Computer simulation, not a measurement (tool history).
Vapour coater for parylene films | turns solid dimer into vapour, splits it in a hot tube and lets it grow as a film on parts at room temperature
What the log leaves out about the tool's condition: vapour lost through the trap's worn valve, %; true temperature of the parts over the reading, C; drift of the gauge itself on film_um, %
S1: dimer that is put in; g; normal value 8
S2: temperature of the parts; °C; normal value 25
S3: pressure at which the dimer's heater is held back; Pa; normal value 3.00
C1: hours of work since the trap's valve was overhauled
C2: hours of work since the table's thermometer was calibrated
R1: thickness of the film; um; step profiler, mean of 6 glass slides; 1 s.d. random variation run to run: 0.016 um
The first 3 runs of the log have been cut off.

Run 4, hour 99.7: usual settings but S1 11 g; C1 57; C2 1018. Result: R1 1.70 um.
Run 5, hour 129.1: usual settings but S1 11 g; C1 73; C2 1035. Result: R1 1.68 um.
Run 6, hour 170.5: usual settings but S1 11 g; C1 97; C2 1058. Result: R1 1.66 um.
Run 7, hour 197.5: usual settings but S1 11 g; C1 112; C2 1074. Result: R1 1.67 um.
Run 8, hour 232.7: usual settings; C1 132; C2 1094. Result: R1 1.18 um.
Run 9, hour 260.7: usual settings; C1 148; C2 1110. Result: R1 1.19 um.
Run 10, hour 288.7: usual settings; C1 164; C2 1126. Result: R1 1.19 um.
Run 11, hour 321.2: usual settings but S3 6.23 Pa; C1 183; C2 1144. Result: R1 1.08 um.
Run 12, hour 350.7: usual settings but S3 6.23 Pa; C1 199; C2 1161. Result: R1 1.08 um.
Run 13, hour 382.6: usual settings but S3 3.81 Pa; C1 217; C2 1179. Result: R1 1.12 um.
Run 14, hour 416.4: usual settings but S2 21 °C, S3 3.81 Pa; C1 237; C2 1198. Result: R1 1.30 um.
Run 15, hour 460.3: usual settings but S2 21 °C, S3 3.81 Pa; C1 262; C2 1223. Result: R1 1.29 um.
Run 16, hour 499.3: usual settings but S2 21 °C, S3 3.81 Pa; C1 284; C2 1245. Result: R1 1.29 um.
Run 17, hour 539.5: usual settings but S2 21 °C, S3 3.81 Pa; C1 307; C2 1268. Result: R1 1.29 um.
Run 18, hour 563.3: usual settings but S2 21 °C, S3 3.81 Pa; C1 320; C2 1282. Result: R1 1.31 um.
Run 19, hour 582.8: usual settings but S2 21 °C, S3 3.81 Pa; C1 331; C2 1293. Result: R1 1.30 um.
Run 20, hour 627.9: usual settings but S2 21 °C, S3 3.81 Pa; C1 357; C2 1318. Result: R1 1.30 um.
Run 21, hour 654.7: usual settings but S2 21 °C, S3 3.81 Pa; C1 372; C2 1334. Result: R1 1.29 um.
Run 22, hour 688.8: usual settings; C1 392; C2 1353. Result: R1 1.07 um.
At hour 716.6: trap's valve overhauled.
Run 23, hour 725.8: usual settings but S1 4 g, S2 36 °C; C1 5; C2 1372. Result: R1 0.41 um.
Run 24, hour 766.0: usual settings but S2 33 °C, S3 6.16 Pa; C1 28; C2 1395. Result: R1 0.82 um.
Run 25, hour 807.3: usual settings but S2 33 °C, S3 6.16 Pa; C1 52; C2 1418. Result: R1 0.83 um.

For run 26, what comes out?
Run 26, hour 828.4: usual settings but S2 26 °C, S3 7.08 Pa; C1 64; C2 1430. Result: R1 ?.

{"run 26": {"R1": 1.06}}
Take away the tool's hidden state, keep the run-to-run variation as it was, and the same run would have given R1 1.06 um.

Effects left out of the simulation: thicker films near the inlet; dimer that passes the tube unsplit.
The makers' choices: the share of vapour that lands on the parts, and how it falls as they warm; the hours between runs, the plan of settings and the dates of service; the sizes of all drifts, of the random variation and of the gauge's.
